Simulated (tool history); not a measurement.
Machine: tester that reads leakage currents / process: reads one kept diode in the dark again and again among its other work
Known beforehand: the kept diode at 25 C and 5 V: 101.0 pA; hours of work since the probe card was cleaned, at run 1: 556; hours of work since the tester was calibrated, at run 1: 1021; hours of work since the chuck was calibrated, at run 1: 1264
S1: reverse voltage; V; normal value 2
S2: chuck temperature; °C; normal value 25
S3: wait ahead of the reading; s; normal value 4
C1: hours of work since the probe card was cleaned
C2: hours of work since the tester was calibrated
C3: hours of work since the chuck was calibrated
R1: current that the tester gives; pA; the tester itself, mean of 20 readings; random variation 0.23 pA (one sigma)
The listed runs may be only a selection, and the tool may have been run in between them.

{"run": 1, "hour": 0.0, "S1": 2, "S2": 25, "S3": 4, "C1": 556, "C2": 1021, "C3": 1264, "R1": 73.02}
{"run": 2, "hour": 138.8, "S1": 2, "S2": 25, "S3": 4, "C1": 657, "C2": 1122, "C3": 1365, "R1": 73.44}
{"run": 3, "hour": 359.6, "S1": 2, "S2": 25, "S3": 4, "C1": 817, "C2": 1283, "C3": 1525, "R1": 73.02}
{"run": 4, "hour": 494.1, "S1": 2, "S2": 38, "S3": 4, "C1": 915, "C2": 1380, "C3": 1623, "R1": 228.22}
{"run": 5, "hour": 715.7, "S1": 2, "S2": 38, "S3": 4, "C1": 1076, "C2": 1541, "C3": 1784, "R1": 228.36}
{"run": 6, "hour": 879.8, "S1": 2, "S2": 38, "S3": 4, "C1": 1195, "C2": 1660, "C3": 1903, "R1": 228.23}
{"run": 7, "hour": 996.5, "S1": 2, "S2": 38, "S3": 4, "C1": 1280, "C2": 1745, "C3": 1988, "R1": 227.66}
{"hour": 1024.2, "done": "probe card cleaned and baked"}
{"hour": 1217.4, "done": "chuck's temperature calibrated"}
{"run": 8, "hour": 1217.4, "S1": 2, "S2": 25, "S3": 2.29, "C1": 139, "C2": 1902, "C3": 0, "R1": 73.07}
{"run": 9, "hour": 1385.8, "S1": 2, "S2": 25, "S3": 2.29, "C1": 261, "C2": 2024, "C3": 122, "R1": 73.44}
{"run": 10, "hour": 1501.2, "S1": 2, "S2": 25, "S3": 2.29, "C1": 345, "C2": 2108, "C3": 206, "R1": 73.44}
{"run": 11, "hour": 1702.5, "S1": 2, "S2": 25, "S3": 2.29, "C1": 491, "C2": 2254, "C3": 352, "R1": 73.58}
{"hour": 1880.8, "done": "tester calibrated"}
{"run": 12, "hour": 1884.7, "S1": 2, "S2": 25, "S3": 4, "C1": 622, "C2": 3, "C3": 483, "R1": 73.22}
{"run": 13, "hour": 1994.9, "S1": 2, "S2": 25, "S3": 4, "C1": 702, "C2": 83, "C3": 563, "R1": 73.33}
{"run": 14, "hour": 2240.8, "S1": 2, "S2": 25, "S3": 4, "C1": 881, "C2": 261, "C3": 742, "R1": 73.44}
{"run": 15, "hour": 2443.6, "S1": 2, "S2": 25, "S3": 0.96, "C1": 1028, "C2": 409, "C3": 889, "R1": 73.55}
{"run": 16, "hour": 2592.0, "S1": 2, "S2": 25, "S3": 4, "C1": 1136, "C2": 516, "C3": 997, "R1": 73.23}
{"run": 17, "hour": 2797.4, "S1": 2, "S2": 25, "S3": 1.87, "C1": 1285, "C2": 666, "C3": 1146, "R1": 73.41}
{"hour": 2818.1, "done": "probe card cleaned and baked"}
{"run": 18, "hour": 2991.8, "S1": 2, "S2": 25, "S3": 4, "C1": 126, "C2": 805, "C3": 1285, "R1": 73.76}
{"run": 19, "hour": 3194.6, "S1": 2, "S2": 25, "S3": 4, "C1": 273, "C2": 952, "C3": 1432, "R1": 73.06}
{"run": 20, "hour": 3439.5, "S1": 2, "S2": 25, "S3": 1.45, "C1": 451, "C2": 1130, "C3": 1610, "R1": 73.13}
{"run": 21, "hour": 3600.9, "S1": 4.3, "S2": 51, "S3": 4, "C1": 568, "C2": 1247, "C3": 1727, "R1": 850.73}
{"run": 22, "hour": 3734.3, "S1": 6.09, "S2": 29, "S3": 5.76, "C1": 665, "C2": 1344, "C3": 1824, "R1": 156.05}
{"run": 23, "hour": 3882.6, "S1": 6.09, "S2": 29, "S3": 5.76, "C1": 773, "C2": 1451, "C3": 1932, "R1": 155.33}
{"run": 24, "hour": 4006.2, "S1": 2.74, "S2": 23, "S3": 5.76, "C1": 863, "C2": 1541, "C3": 2021, "R1": 68.03}
{"run": 25, "hour": 4161.0, "S1": 2.87, "S2": 32, "S3": 6.11, "C1": 975, "C2": 1654, "C3": 2134, "R1": 155.32}
{"hour": 4183.8, "done": "chuck's temperature calibrated"}
{"run": 26, "hour": 4411.6, "S1": 4.91, "S2": 25, "S3": 4, "C1": 1156, "C2": 1834, "C3": 165, "R1": 99.69}
{"hour": 4611.8, "done": "probe card cleaned and baked"}
{"run": 27, "hour": 4654.9, "S1": 1.56, "S2": 25, "S3": 1.73, "C1": 31, "C2": 2009, "C3": 340, "R1": 67.36}
{"run": 28, "hour": 4900.2, "S1": 1.4, "S2": 30, "S3": 0.51, "C1": 209, "C2": 2187, "C3": 518, "R1": 101.48}
{"run": 29, "hour": 5136.2, "S1": 1.4, "S2": 30, "S3": 0.51, "C1": 381, "C2": 2358, "C3": 689, "R1": 101.7}
{"hour": 5157.7, "done": "tester calibrated"}
{"run": 30, "hour": 5347.9, "S1": 1.4, "S2": 30, "S3": 0.51, "C1": 533, "C2": 138, "C3": 842, "R1": 101.62}
{"run": 31, "hour": 5555.3, "S1": 1.4, "S2": 44, "S3": 0.37, "C1": 684, "C2": 289, "C3": 992, "R1": 330.32}
{"run": 32, "hour": 5726.2, "S1": 1.4, "S2": 44, "S3": 0.37, "C1": 808, "C2": 413, "C3": 1116, "R1": 332.33}
{"run": 33, "hour": 5836.6, "S1": 9.48, "S2": 44, "S3": 2.1, "C1": 888, "C2": 493, "C3": 1197, "R1": 645.62}
{"run": 34, "hour": 5999.6, "S1": 1.06, "S2": 25, "S3": 4, "C1": 1006, "C2": 611, "C3": 1315, "R1": 58.67}
{"run": 35, "hour": 6218.3, "S1": 13.75, "S2": 49, "S3": 0.58, "C1": 1165, "C2": 770, "C3": 1474, "R1": 1096.88}
{"run": 36, "hour": 6382.4, "S1": 2, "S2": 28, "S3": 0.56, "C1": 1284, "C2": 889, "C3": 1593, "R1": 96.65}
{"hour": 6403.5, "done": "probe card cleaned and baked"}
{"run": 37, "hour": 6603.5, "S1": 2, "S2": 25, "S3": 5.27, "C1": 145, "C2": 1048, "C3": 1751, "R1": 73.64}
{"run": 38, "hour": 6731.6, "S1": 15.98, "S2": 25, "S3": 5.38, "C1": 238, "C2": 1141, "C3": 1844, "R1": 153.18}

Entry by entry between the runs, the difference in hidden state between the last listed run before and the first listed run after:
In the gap between runs 7 and 8: probe card cleaned and baked (hour 1024.2); chuck's temperature calibrated (hour 1217.4)
  stray current of the dirty probe card, pA a volt: 0.026 -> 0.021; true chuck temperature over the reading, C: -0.01 -> 0
  the result without the hidden state subtracted from the measured one, R1: -0.17 -> -0.01 pA
In the gap between runs 11 and 12: tester calibrated (hour 1880.8)
  stray current of the dirty probe card, pA a volt: 0.022 -> 0.023; current scale over the true one, %: -0.02 -> 0
  the result without the hidden state subtracted from the measured one, R1: -0.02 -> -0.01 pA
In the gap between runs 17 and 18: probe card cleaned and baked (hour 2818.1)
  stray current of the dirty probe card, pA a volt: 0.026 -> 0.021
  the result without the hidden state subtracted from the measured one, R1: -0.03 -> -0.04 pA
In the gap between runs 25 and 26: chuck's temperature calibrated (hour 4183.8)
  stray current of the dirty probe card, pA a volt: 0.024 -> 0.025; true chuck temperature over the reading, C: -0.01 -> 0
  the result without the hidden state subtracted from the measured one, R1: -0.12 -> +0.02 pA
In the gap between runs 26 and 27: probe card cleaned and baked (hour 4611.8)
  stray current of the dirty probe card, pA a volt: 0.025 -> 0.02
  the result without the hidden state subtracted from the measured one, R1: +0.02 -> -0.01 pA
In the gap between runs 29 and 30: tester calibrated (hour 5157.7)
  current scale over the true one, %: -0.03 -> 0
  the result without the hidden state subtracted from the measured one, R1: -0.03 -> -0.02 pA
In the gap between runs 36 and 37: probe card cleaned and baked (hour 6403.5)
  stray current of the dirty probe card, pA a volt: 0.025 -> 0.021
  the result without the hidden state subtracted from the measured one, R1: -0.04 -> -0.04 pA
